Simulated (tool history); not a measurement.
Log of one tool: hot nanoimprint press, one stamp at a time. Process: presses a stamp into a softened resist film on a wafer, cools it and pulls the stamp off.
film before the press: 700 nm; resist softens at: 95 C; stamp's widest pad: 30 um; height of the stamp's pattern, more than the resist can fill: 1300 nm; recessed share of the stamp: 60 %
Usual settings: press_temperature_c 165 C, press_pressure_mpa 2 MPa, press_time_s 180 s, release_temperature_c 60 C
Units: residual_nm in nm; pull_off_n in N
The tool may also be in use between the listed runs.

{"run": 1, "hour": 0.0, "press_temperature_c": 165, "press_pressure_mpa": 2, "press_time_s": 180, "release_temperature_c": 60, "residual_nm": 303.4, "pull_off_n": 156}
{"run": 2, "hour": 26.3, "press_temperature_c": 165, "press_pressure_mpa": 2, "press_time_s": 180, "release_temperature_c": 60, "residual_nm": 301.5, "pull_off_n": 154}
{"run": 3, "hour": 86.0, "press_temperature_c": 165, "press_pressure_mpa": 2, "press_time_s": 180, "release_temperature_c": 60, "residual_nm": 302.2, "pull_off_n": 158}
{"run": 4, "hour": 112.8, "press_temperature_c": 165, "press_pressure_mpa": 2, "press_time_s": 180, "release_temperature_c": 60, "residual_nm": 302.8, "pull_off_n": 164}
{"run": 5, "hour": 164.6, "press_temperature_c": 165, "press_pressure_mpa": 2, "press_time_s": 180, "release_temperature_c": 60, "residual_nm": 303.2, "pull_off_n": 157}
{"run": 6, "hour": 193.8, "press_temperature_c": 165, "press_pressure_mpa": 2, "press_time_s": 180, "release_temperature_c": 60, "residual_nm": 303.2, "pull_off_n": 161}
{"run": 7, "hour": 241.1, "press_temperature_c": 165, "press_pressure_mpa": 2, "press_time_s": 180, "release_temperature_c": 60, "residual_nm": 302.7, "pull_off_n": 154}
{"run": 8, "hour": 267.2, "press_temperature_c": 165, "press_pressure_mpa": 2, "press_time_s": 180, "release_temperature_c": 60, "residual_nm": 301.7, "pull_off_n": 155}
{"run": 9, "hour": 319.6, "press_temperature_c": 165, "press_pressure_mpa": 2.54, "press_time_s": 182, "release_temperature_c": 49, "residual_nm": 263.4, "pull_off_n": 178}
{"run": 10, "hour": 386.3, "press_temperature_c": 165, "press_pressure_mpa": 2, "press_time_s": 196, "release_temperature_c": 50, "residual_nm": 294.3, "pull_off_n": 174}
{"run": 11, "hour": 447.5, "press_temperature_c": 165, "press_pressure_mpa": 2, "press_time_s": 180, "release_temperature_c": 46, "residual_nm": 303.1, "pull_off_n": 184}
{"run": 12, "hour": 499.0, "press_temperature_c": 165, "press_pressure_mpa": 2, "press_time_s": 180, "release_temperature_c": 46, "residual_nm": 302.1, "pull_off_n": 184}
{"run": 13, "hour": 556.1, "press_temperature_c": 165, "press_pressure_mpa": 2, "press_time_s": 180, "release_temperature_c": 50, "residual_nm": 303.1, "pull_off_n": 175}
{"run": 14, "hour": 616.0, "press_temperature_c": 164, "press_pressure_mpa": 2.88, "press_time_s": 309, "release_temperature_c": 46, "residual_nm": 211.1, "pull_off_n": 185}
{"run": 15, "hour": 670.4, "press_temperature_c": 164, "press_pressure_mpa": 2.88, "press_time_s": 309, "release_temperature_c": 46, "residual_nm": 211.2, "pull_off_n": 178}

Not shown: 3 entries that the log had between the listed runs. Between which runs, and how does the tool's hidden state differ before and after?
Between runs 9 and 10: press's hydraulic seals changed and the load cell set to zero (hour 340.4)
  true temperature over the reading, C: -0.01 -> -0.02; pressure that arrives at the usual setting, %: 99.8 -> 99.99; grip of the stamp's worn release coat, % over a new coat's: 0.8 -> 0.9
Between runs 10 and 11: stamp cleaned and given a new release coat (hour 413.7); plate thermocouple calibrated (hour 447.5)
  true temperature over the reading, C: -0.02 -> -0.01; pressure that arrives at the usual setting, %: 99.99 -> 99.98; grip of the stamp's worn release coat, % over a new coat's: 0.9 -> 0.1
